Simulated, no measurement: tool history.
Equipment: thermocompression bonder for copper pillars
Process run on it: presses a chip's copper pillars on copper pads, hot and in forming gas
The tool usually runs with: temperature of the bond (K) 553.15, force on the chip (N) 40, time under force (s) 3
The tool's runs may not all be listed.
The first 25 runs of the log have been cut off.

run   hour  temperature of the bond (K)  force on the chip (N)  time under force (s)  hours of work since the heater was calibrated  hours of work since the force cell was calibrated  hours of work since the gas filter was changed  force that shears a chip off (N)
 26  263.3                       546.15                     40                     3                                             84                                                271                                              39                              79.2
 27  273.6                       551.15                     43                     2                                             90                                                277                                              45                              73.6
 28  284.5                       562.15                     30                     5                                             97                                                284                                              52                              88.9
 29  293.8                       562.15                     34                     2                                            102                                                289                                              57                              74.8
 30  308.6                       562.15                     34                     2                                            112                                                298                                              66                              73.8
 31  320.7                       581.15                     40                     3                                            119                                                306                                              74                              98.9
 32  327.7                       581.15                     40                     3                                            123                                                310                                              78                              98.7
 33  342.6                       581.15                     25                     2                                            132                                                319                                              87                              75.9
 34  352.0                       567.15                     26                     3                                            138                                                325                                              93                              75.8

The next listed run, before its measurement:
 35  366.1                       567.15                     26                     3                                            147                                                333                                             101                                 ?

force that shears a chip off (N): 75.5
Minus the tool's unlogged condition, the same run would have read force that shears a chip off (N) 79.3.

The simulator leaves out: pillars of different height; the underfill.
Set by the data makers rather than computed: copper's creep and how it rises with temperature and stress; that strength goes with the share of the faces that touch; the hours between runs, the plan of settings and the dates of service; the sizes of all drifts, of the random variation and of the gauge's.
